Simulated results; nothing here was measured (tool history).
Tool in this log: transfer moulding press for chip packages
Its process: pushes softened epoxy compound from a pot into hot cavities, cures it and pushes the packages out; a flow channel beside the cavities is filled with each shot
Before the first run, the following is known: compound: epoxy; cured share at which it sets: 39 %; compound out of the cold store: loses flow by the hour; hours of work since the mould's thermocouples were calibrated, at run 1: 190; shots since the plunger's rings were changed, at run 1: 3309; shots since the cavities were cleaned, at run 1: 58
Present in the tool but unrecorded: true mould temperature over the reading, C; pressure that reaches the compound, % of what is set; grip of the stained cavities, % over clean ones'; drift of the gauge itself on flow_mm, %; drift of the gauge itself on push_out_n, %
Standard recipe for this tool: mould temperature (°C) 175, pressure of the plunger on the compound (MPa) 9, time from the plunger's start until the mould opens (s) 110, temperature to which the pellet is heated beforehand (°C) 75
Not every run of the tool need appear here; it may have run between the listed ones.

run,day,mould temperature (°C),pressure of the plunger on the compound (MPa),time from the plunger's start until the mould opens (s),temperature to which the pellet is heated beforehand (°C),hours of work since the mould's thermocouples were calibrated,shots since the plunger's rings were changed,shots since the cavities were cleaned,incoming compound's hours out of the cold store,length that the compound runs in the flow channel (mm),greatest force on the pins that push the packages out (N)
1,0,175,9,110,75,190,3309,58,41.5,916,354
2,0.688,175,9,110,75,200,3492,241,47.4,898,465
3,1.338,175,9,110,75,209,3664,413,20.5,969,562
# day 2.088: cavities cleaned with cleaning compound and waxed
4,2.421,175,9,110,75,224,3934,88,10.7,975,382
5,3.025,175,9,110,75,233,4094,248,27.8,935,512
6,3.971,175,9,110,75,246,4345,499,24.8,949,596
# day 4.383: cavities cleaned with cleaning compound and waxed
7,4.875,175,7.68,110,71,259,4567,130,20.3,889,440
8,5.896,175,7.68,110,71,273,4839,402,47.3,823,550

Predict the results of run 9:
# day 6.733: cavities cleaned with cleaning compound and waxed
9,6.883,175,9,126,75,287,5084,40,22,?,?

length that the compound runs in the flow channel (mm): 950
greatest force on the pins that push the packages out (N): 287
Minus the tool's unlogged condition, the same run would have read length that the compound runs in the flow channel (mm) 1009, greatest force on the pins that push the packages out (N) 244.
